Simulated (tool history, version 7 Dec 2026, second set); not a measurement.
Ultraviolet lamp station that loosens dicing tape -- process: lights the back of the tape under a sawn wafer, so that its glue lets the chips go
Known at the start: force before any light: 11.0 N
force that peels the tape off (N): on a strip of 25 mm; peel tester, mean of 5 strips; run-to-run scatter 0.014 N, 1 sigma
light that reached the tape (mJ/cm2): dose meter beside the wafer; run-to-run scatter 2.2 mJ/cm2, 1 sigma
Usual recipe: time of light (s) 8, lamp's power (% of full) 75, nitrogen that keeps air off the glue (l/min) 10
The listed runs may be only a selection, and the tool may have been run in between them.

run,hour,time of light (s),lamp's power (% of full),nitrogen that keeps air off the glue (l/min),force that peels the tape off (N),light that reached the tape (mJ/cm2)
1,0,8,75,10,0.697,195
2,5.2,8,75,10,0.702,196
3,10.2,4,75,10,2.502,92
4,17.2,4,75,10,2.438,100
5,22.4,13,75,10,0.304,311
6,32.6,8,75,16,0.484,193
7,42.4,10,75,10,0.45,241
8,47.9,8,75,10,0.692,195
9,55.4,8,75,10,0.726,193
10,63.9,8,75,10,0.711,193
11,74.1,8,75,10,0.732,191
12,83.2,8,75,6,1.101,190
13,88,8,75,6,1.082,192
14,95.6,8,75,6,1.071,191
15,103.5,8,75,6,1.105,191
16,112.2,8,75,10,0.712,191
17,117.9,8,96,10,0.461,241
18,127,8,64,10,0.991,158
19,137.6,5,76,9,1.884,119
20,144,5,76,9,1.962,118
21,153.7,5,86,5,2.302,133
22,161.1,8,75,6,1.138,188
# hour 162.6: window cleaned of glue's vapour
23,168.3,5,84,8,1.735,131
24,174.2,8,75,4,1.601,188
25,180.7,8,75,4,1.558,189
# hour 183.8: window cleaned of glue's vapour, once more
26,191.1,8,75,4,1.491,195
27,200.9,7,75,7,1.225,168
28,208.2,5,75,7,2.218,118
29,213.6,10,79,4,0.874,255
30,218.3,10,79,4,0.904,252
31,223.8,15,75,8,0.295,358
32,228.7,15,75,8,0.281,358
33,238.5,12,92,7,0.322,348
34,243.8,8,75,4,1.533,191
35,249.9,8,79,10,0.649,201

Consider 5 possible next runs. They are alternatives, not a sequence: every one starts from the tool as it was left by run 35. What does each give?
A,260.3,6,84,17,?,?
B,260.3,14,60,10,?,?
C,260.3,5,93,5,?,?
D,260.3,8,77,7,?,?
E,260.3,8,62,4,?,?

run,force that peels the tape off (N),light that reached the tape (mJ/cm2)
A,0.687,161
B,0.388,263
C,2.066,148
D,0.942,192
E,2.161,156
Take away the tool's hidden state, keep each run's random variation, and the runs would have read:
run,force that peels the tape off (N),light that reached the tape (mJ/cm2)
A,0.597,172
B,0.349,282
C,1.849,158
D,0.819,206
E,1.939,167

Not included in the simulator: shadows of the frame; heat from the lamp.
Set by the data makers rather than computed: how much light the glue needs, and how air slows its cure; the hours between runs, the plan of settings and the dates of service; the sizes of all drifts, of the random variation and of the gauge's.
